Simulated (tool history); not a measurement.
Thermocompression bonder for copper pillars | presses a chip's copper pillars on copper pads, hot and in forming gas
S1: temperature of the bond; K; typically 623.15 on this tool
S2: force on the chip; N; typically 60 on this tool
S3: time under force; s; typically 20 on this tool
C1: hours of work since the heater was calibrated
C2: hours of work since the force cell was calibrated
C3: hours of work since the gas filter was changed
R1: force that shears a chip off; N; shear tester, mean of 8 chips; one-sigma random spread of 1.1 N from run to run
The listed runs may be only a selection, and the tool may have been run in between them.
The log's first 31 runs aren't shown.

run	hour	S1	S2	S3	C1	C2	C3	R1
32	184.5	637.15	53	11	290	767	224	91
33	193	594.15	53	42	296	773	230	88.3
34	198.5	614.15	60	20	300	777	234	94.2
35	204.2	645.15	57	26	304	781	238	120.7
36	212.8	597.15	88	37	310	787	244	114.7
37	219	653.15	81	57	314	791	248	135.7
38	226.3	606.15	41	16	319	796	253	59.5
39	234.3	606.15	41	16	324	802	259	60.7
40	239.2	606.15	41	16	328	805	262	62.8
41	245.5	611.15	60	13	332	810	266	80.2

Below are 3 alternative next runs, each starting from the tool's condition after run 41. Predict each:
A	251.4	652.15	45	20	336	814	271	?
B	251.4	602.15	46	12	336	814	271	?
C	251.4	611.15	68	36	336	814	271	?

run	R1
A	105.5
B	58.4
C	114.7
Take away the tool's hidden state, keep each run's random variation, and the runs would have read:
run	R1
A	103.5
B	55.7
C	113
